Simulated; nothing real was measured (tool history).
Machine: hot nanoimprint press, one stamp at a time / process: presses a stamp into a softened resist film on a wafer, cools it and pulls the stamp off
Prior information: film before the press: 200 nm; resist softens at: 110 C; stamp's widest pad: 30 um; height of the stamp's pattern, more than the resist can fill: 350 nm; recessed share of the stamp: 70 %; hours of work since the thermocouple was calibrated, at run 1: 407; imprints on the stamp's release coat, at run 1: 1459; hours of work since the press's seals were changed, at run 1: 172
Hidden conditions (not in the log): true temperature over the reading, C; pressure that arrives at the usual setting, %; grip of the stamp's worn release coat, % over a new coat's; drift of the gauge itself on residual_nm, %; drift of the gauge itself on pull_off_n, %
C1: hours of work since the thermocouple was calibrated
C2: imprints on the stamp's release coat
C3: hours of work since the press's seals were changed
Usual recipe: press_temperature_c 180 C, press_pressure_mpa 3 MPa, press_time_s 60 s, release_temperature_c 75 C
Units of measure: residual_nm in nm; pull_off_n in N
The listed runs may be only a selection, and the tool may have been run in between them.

Run 1, day 0: usual settings; C1 407; C2 1459; C3 172. Result: residual_nm 115.1 nm, pull_off_n 305 N.
Run 2, day 0.562: usual settings; C1 413; C2 1485; C3 178. Result: residual_nm 114.7 nm, pull_off_n 309 N.
Run 3, day 1.425: usual settings but release_temperature_c 64 C; C1 423; C2 1524; C3 188. Result: residual_nm 115.2 nm, pull_off_n 363 N.
Run 4, day 2.408: usual settings; C1 434; C2 1569; C3 199. Result: residual_nm 115.3 nm, pull_off_n 316 N.
Run 5, day 3.017: usual settings; C1 441; C2 1597; C3 206. Result: residual_nm 115.9 nm, pull_off_n 318 N.
Run 6, day 3.833: usual settings; C1 450; C2 1634; C3 215. Result: residual_nm 115.5 nm, pull_off_n 310 N.
Run 7, day 4.75: usual settings; C1 461; C2 1676; C3 226. Result: residual_nm 115.6 nm, pull_off_n 324 N.
Run 8, day 5.904: usual settings; C1 474; C2 1729; C3 239. Result: residual_nm 115.9 nm, pull_off_n 341 N.
Run 9, day 6.629: usual settings but press_temperature_c 175 C; C1 482; C2 1762; C3 247. Result: residual_nm 131.8 nm, pull_off_n 336 N.
Run 10, day 7.862: usual settings but press_temperature_c 175 C; C1 496; C2 1818; C3 261. Result: residual_nm 132.3 nm, pull_off_n 332 N.
At day 8.429: plate thermocouple calibrated.
Run 11, day 8.771: usual settings but press_temperature_c 191 C; C1 4; C2 1854; C3 270. Result: residual_nm 85.9 nm, pull_off_n 348 N.
Run 12, day 10.158: usual settings but press_temperature_c 191 C; C1 20; C2 1918; C3 286. Result: residual_nm 85.9 nm, pull_off_n 353 N.
Run 13, day 10.996: usual settings but press_temperature_c 191 C; C1 29; C2 1956; C3 295. Result: residual_nm 86.2 nm, pull_off_n 364 N.
Run 14, day 12.175: usual settings but press_temperature_c 191 C; C1 42; C2 2010; C3 309. Result: residual_nm 86.3 nm, pull_off_n 345 N.
Run 15, day 13.338: usual settings but press_temperature_c 191 C, release_temperature_c 62 C; C1 56; C2 2063; C3 322. Result: residual_nm 85.9 nm, pull_off_n 430 N.
At day 13.758: plate thermocouple calibrated, once more.
At day 14.375: stamp cleaned and given a new release coat.
Run 16, day 14.571: usual settings but press_temperature_c 182 C, press_time_s 106 s; C1 6; C2 9; C3 332. Result: residual_nm 87.3 nm, pull_off_n 191 N.
Run 17, day 15.8: usual settings but press_temperature_c 189 C, press_pressure_mpa 2.39 MPa, press_time_s 39 s, release_temperature_c 80 C; C1 20; C2 65; C3 346. Result: residual_nm 113.5 nm, pull_off_n 173 N.
Run 18, day 17.096: usual settings but press_temperature_c 169 C, press_pressure_mpa 2.54 MPa, release_temperature_c 82 C; C1 35; C2 125; C3 360. Result: residual_nm 155.3 nm, pull_off_n 174 N.
Run 19, day 18.142: usual settings but press_temperature_c 169 C, press_pressure_mpa 2.54 MPa, release_temperature_c 82 C; C1 47; C2 172; C3 372. Result: residual_nm 155 nm, pull_off_n 174 N.
Run 20, day 18.904: usual settings but press_temperature_c 169 C, press_pressure_mpa 2.54 MPa, release_temperature_c 82 C; C1 56; C2 207; C3 381. Result: residual_nm 155.3 nm, pull_off_n 174 N.
Run 21, day 19.525: usual settings but press_temperature_c 169 C, press_pressure_mpa 2.24 MPa, release_temperature_c 82 C; C1 63; C2 235; C3 388. Result: residual_nm 159.6 nm, pull_off_n 178 N.
Run 22, day 20.692: usual settings but press_pressure_mpa 2.24 MPa, release_temperature_c 76 C; C1 76; C2 289; C3 401. Result: residual_nm 126.3 nm, pull_off_n 203 N.
Run 23, day 21.842: usual settings but press_temperature_c 187 C, press_time_s 43 s; C1 89; C2 341; C3 414. Result: residual_nm 105.9 nm, pull_off_n 213 N.
Run 24, day 23.033: usual settings but press_temperature_c 187 C, press_time_s 43 s; C1 102; C2 396; C3 428. Result: residual_nm 106 nm, pull_off_n 212 N.
Run 25, day 24.079: usual settings but press_temperature_c 187 C, press_time_s 43 s; C1 114; C2 444; C3 439. Result: residual_nm 106.3 nm, pull_off_n 213 N.
Run 26, day 25.046: usual settings but release_temperature_c 68 C; C1 125; C2 488; C3 450. Result: residual_nm 114.2 nm, pull_off_n 246 N.
Run 27, day 26.238: usual settings but release_temperature_c 68 C; C1 139; C2 542; C3 464. Result: residual_nm 114.3 nm, pull_off_n 247 N.
Run 28, day 27.404: usual settings but press_temperature_c 185 C, press_pressure_mpa 4.55 MPa, press_time_s 54 s; C1 152; C2 596; C3 477. Result: residual_nm 86.8 nm, pull_off_n 220 N.
Run 29, day 28.738: usual settings but press_temperature_c 185 C, press_pressure_mpa 4.55 MPa, press_time_s 54 s; C1 167; C2 656; C3 492. Result: residual_nm 87.1 nm, pull_off_n 231 N.

Here are 4 independent what-if runs from the current tool condition. What would each one return?
Run A, day 30.058: usual settings but press_temperature_c 185 C, press_pressure_mpa 3.06 MPa, press_time_s 112 s, release_temperature_c 64 C; C1 182; C2 717; C3 507. Result: residual_nm ?, pull_off_n ?.
Run B, day 30.058: usual settings but press_temperature_c 173 C, press_pressure_mpa 4.55 MPa, press_time_s 54 s; C1 182; C2 717; C3 507. Result: residual_nm ?, pull_off_n ?.
Run C, day 30.058: usual settings but press_temperature_c 178 C, press_time_s 34 s, release_temperature_c 79 C; C1 182; C2 717; C3 507. Result: residual_nm ?, pull_off_n ?.
Run D, day 30.058: usual settings but press_pressure_mpa 3.55 MPa, press_time_s 67 s; C1 182; C2 717; C3 507. Result: residual_nm ?, pull_off_n ?.

run  residual_nm  pull_off_n
  A           78         278
  B        123.9         234
  C        141.1         224
  D        103.2         243
Take away the tool's hidden state, keep each run's random variation, and the runs would have read:
run  residual_nm  pull_off_n
  A           77         213
  B        122.2         180
  C        139.9         172
  D        101.9         186
